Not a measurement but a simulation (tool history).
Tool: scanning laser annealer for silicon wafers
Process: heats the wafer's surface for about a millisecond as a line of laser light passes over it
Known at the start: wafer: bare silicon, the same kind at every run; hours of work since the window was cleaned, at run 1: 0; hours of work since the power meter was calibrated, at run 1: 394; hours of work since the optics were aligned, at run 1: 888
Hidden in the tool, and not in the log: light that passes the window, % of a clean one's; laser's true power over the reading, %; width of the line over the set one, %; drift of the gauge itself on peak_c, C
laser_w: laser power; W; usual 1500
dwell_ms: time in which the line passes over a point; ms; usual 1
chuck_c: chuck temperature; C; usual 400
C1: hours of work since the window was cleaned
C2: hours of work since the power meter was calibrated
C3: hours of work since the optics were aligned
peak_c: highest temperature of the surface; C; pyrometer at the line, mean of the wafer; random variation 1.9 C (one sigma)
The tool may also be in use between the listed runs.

{"run": 1, "hour": 0.0, "laser_w": 1500, "dwell_ms": 1, "chuck_c": 400, "C1": 0, "C2": 394, "C3": 888, "peak_c": 1112}
{"run": 2, "hour": 7.3, "laser_w": 1500, "dwell_ms": 1, "chuck_c": 400, "C1": 5, "C2": 399, "C3": 893, "peak_c": 1114}
{"run": 3, "hour": 17.8, "laser_w": 1500, "dwell_ms": 1, "chuck_c": 400, "C1": 13, "C2": 407, "C3": 900, "peak_c": 1112}
{"run": 4, "hour": 24.8, "laser_w": 1500, "dwell_ms": 1, "chuck_c": 400, "C1": 18, "C2": 412, "C3": 906, "peak_c": 1113}
{"run": 5, "hour": 32.0, "laser_w": 1500, "dwell_ms": 0.97, "chuck_c": 400, "C1": 23, "C2": 417, "C3": 911, "peak_c": 1100}
{"run": 6, "hour": 43.6, "laser_w": 1500, "dwell_ms": 1, "chuck_c": 400, "C1": 32, "C2": 425, "C3": 919, "peak_c": 1113}
{"run": 7, "hour": 55.1, "laser_w": 1500, "dwell_ms": 1, "chuck_c": 400, "C1": 40, "C2": 433, "C3": 927, "peak_c": 1109}
{"run": 8, "hour": 61.4, "laser_w": 1500, "dwell_ms": 1, "chuck_c": 400, "C1": 44, "C2": 438, "C3": 932, "peak_c": 1111}
{"run": 9, "hour": 69.0, "laser_w": 1500, "dwell_ms": 1, "chuck_c": 400, "C1": 50, "C2": 444, "C3": 937, "peak_c": 1112}
{"run": 10, "hour": 79.6, "laser_w": 1491, "dwell_ms": 1, "chuck_c": 400, "C1": 58, "C2": 451, "C3": 945, "peak_c": 1101}
{"run": 11, "hour": 90.8, "laser_w": 1500, "dwell_ms": 1, "chuck_c": 400, "C1": 66, "C2": 459, "C3": 953, "peak_c": 1106}
{"run": 12, "hour": 97.8, "laser_w": 1500, "dwell_ms": 1, "chuck_c": 400, "C1": 71, "C2": 464, "C3": 958, "peak_c": 1106}
{"run": 13, "hour": 106.7, "laser_w": 1500, "dwell_ms": 1, "chuck_c": 400, "C1": 77, "C2": 471, "C3": 965, "peak_c": 1108}
{"run": 14, "hour": 115.7, "laser_w": 1500, "dwell_ms": 1, "chuck_c": 400, "C1": 84, "C2": 477, "C3": 971, "peak_c": 1113}
{"run": 15, "hour": 123.4, "laser_w": 1500, "dwell_ms": 1, "chuck_c": 400, "C1": 89, "C2": 483, "C3": 977, "peak_c": 1107}
{"run": 16, "hour": 135.5, "laser_w": 1329, "dwell_ms": 1, "chuck_c": 400, "C1": 98, "C2": 492, "C3": 986, "peak_c": 1019}
{"run": 17, "hour": 148.9, "laser_w": 1338, "dwell_ms": 1, "chuck_c": 400, "C1": 108, "C2": 501, "C3": 995, "peak_c": 1024}
{"run": 18, "hour": 155.5, "laser_w": 1338, "dwell_ms": 1, "chuck_c": 400, "C1": 112, "C2": 506, "C3": 1000, "peak_c": 1024}
{"run": 19, "hour": 162.9, "laser_w": 1500, "dwell_ms": 1, "chuck_c": 400, "C1": 118, "C2": 511, "C3": 1005, "peak_c": 1107}
{"run": 20, "hour": 170.0, "laser_w": 1373, "dwell_ms": 1, "chuck_c": 400, "C1": 123, "C2": 517, "C3": 1010, "peak_c": 1040}
{"run": 21, "hour": 176.9, "laser_w": 1500, "dwell_ms": 1, "chuck_c": 400, "C1": 128, "C2": 522, "C3": 1015, "peak_c": 1104}
{"run": 22, "hour": 189.1, "laser_w": 1338, "dwell_ms": 1.23, "chuck_c": 400, "C1": 137, "C2": 530, "C3": 1024, "peak_c": 1083}
{"run": 23, "hour": 195.5, "laser_w": 1275, "dwell_ms": 1.23, "chuck_c": 400, "C1": 141, "C2": 535, "C3": 1029, "peak_c": 1056}
{"run": 24, "hour": 204.8, "laser_w": 1327, "dwell_ms": 1, "chuck_c": 414, "C1": 148, "C2": 542, "C3": 1036, "peak_c": 1029}
{"run": 25, "hour": 217.9, "laser_w": 1500, "dwell_ms": 1.16, "chuck_c": 419, "C1": 158, "C2": 551, "C3": 1045, "peak_c": 1170}
{"run": 26, "hour": 229.6, "laser_w": 1378, "dwell_ms": 0.73, "chuck_c": 419, "C1": 166, "C2": 560, "C3": 1054, "peak_c": 966}
{"run": 27, "hour": 238.6, "laser_w": 1378, "dwell_ms": 0.73, "chuck_c": 419, "C1": 172, "C2": 566, "C3": 1060, "peak_c": 967}
{"run": 28, "hour": 249.2, "laser_w": 1378, "dwell_ms": 0.73, "chuck_c": 419, "C1": 180, "C2": 574, "C3": 1068, "peak_c": 964}
{"run": 29, "hour": 256.7, "laser_w": 1387, "dwell_ms": 1.04, "chuck_c": 439, "C1": 186, "C2": 579, "C3": 1073, "peak_c": 1094}
{"run": 30, "hour": 266.3, "laser_w": 1533, "dwell_ms": 1.05, "chuck_c": 437, "C1": 193, "C2": 586, "C3": 1080, "peak_c": 1170}
{"run": 31, "hour": 273.9, "laser_w": 1533, "dwell_ms": 1.05, "chuck_c": 437, "C1": 198, "C2": 592, "C3": 1086, "peak_c": 1170}
{"run": 32, "hour": 283.7, "laser_w": 1471, "dwell_ms": 1.05, "chuck_c": 437, "C1": 205, "C2": 599, "C3": 1093, "peak_c": 1136}
{"run": 33, "hour": 290.4, "laser_w": 1471, "dwell_ms": 1.05, "chuck_c": 437, "C1": 210, "C2": 604, "C3": 1098, "peak_c": 1134}
{"run": 34, "hour": 299.6, "laser_w": 1298, "dwell_ms": 0.91, "chuck_c": 400, "C1": 217, "C2": 610, "C3": 1104, "peak_c": 967}
{"run": 35, "hour": 305.9, "laser_w": 1298, "dwell_ms": 0.83, "chuck_c": 400, "C1": 221, "C2": 615, "C3": 1109, "peak_c": 945}
{"run": 36, "hour": 317.9, "laser_w": 1298, "dwell_ms": 0.83, "chuck_c": 400, "C1": 230, "C2": 623, "C3": 1117, "peak_c": 943}
{"run": 37, "hour": 328.2, "laser_w": 1298, "dwell_ms": 0.83, "chuck_c": 400, "C1": 237, "C2": 631, "C3": 1125, "peak_c": 941}
{"run": 38, "hour": 335.9, "laser_w": 1500, "dwell_ms": 0.89, "chuck_c": 399, "C1": 243, "C2": 637, "C3": 1130, "peak_c": 1052}
{"run": 39, "hour": 343.1, "laser_w": 1500, "dwell_ms": 0.76, "chuck_c": 397, "C1": 248, "C2": 642, "C3": 1136, "peak_c": 1004}
{"run": 40, "hour": 355.8, "laser_w": 1500, "dwell_ms": 0.76, "chuck_c": 397, "C1": 257, "C2": 651, "C3": 1145, "peak_c": 1002}
{"run": 41, "hour": 367.8, "laser_w": 1427, "dwell_ms": 1.18, "chuck_c": 400, "C1": 266, "C2": 660, "C3": 1153, "peak_c": 1113}

Forecast each of these 4 alternatives for the next run:
{"run": "A", "hour": 381.6, "laser_w": 1594, "dwell_ms": 0.97, "chuck_c": 361, "C1": 276, "C2": 670, "C3": 1163, "peak_c": "?"}
{"run": "B", "hour": 381.6, "laser_w": 1408, "dwell_ms": 0.78, "chuck_c": 400, "C1": 276, "C2": 670, "C3": 1163, "peak_c": "?"}
{"run": "C", "hour": 381.6, "laser_w": 1427, "dwell_ms": 1.17, "chuck_c": 388, "C1": 276, "C2": 670, "C3": 1163, "peak_c": "?"}
{"run": "D", "hour": 381.6, "laser_w": 1353, "dwell_ms": 1.07, "chuck_c": 385, "C1": 276, "C2": 670, "C3": 1163, "peak_c": "?"}

run=A peak_c=1087
run=B peak_c=970
run=C peak_c=1096
run=D peak_c=1025
Without the tool's hidden state the same runs would have given:
run=A peak_c=1115
run=B peak_c=992
run=C peak_c=1124
run=D peak_c=1050

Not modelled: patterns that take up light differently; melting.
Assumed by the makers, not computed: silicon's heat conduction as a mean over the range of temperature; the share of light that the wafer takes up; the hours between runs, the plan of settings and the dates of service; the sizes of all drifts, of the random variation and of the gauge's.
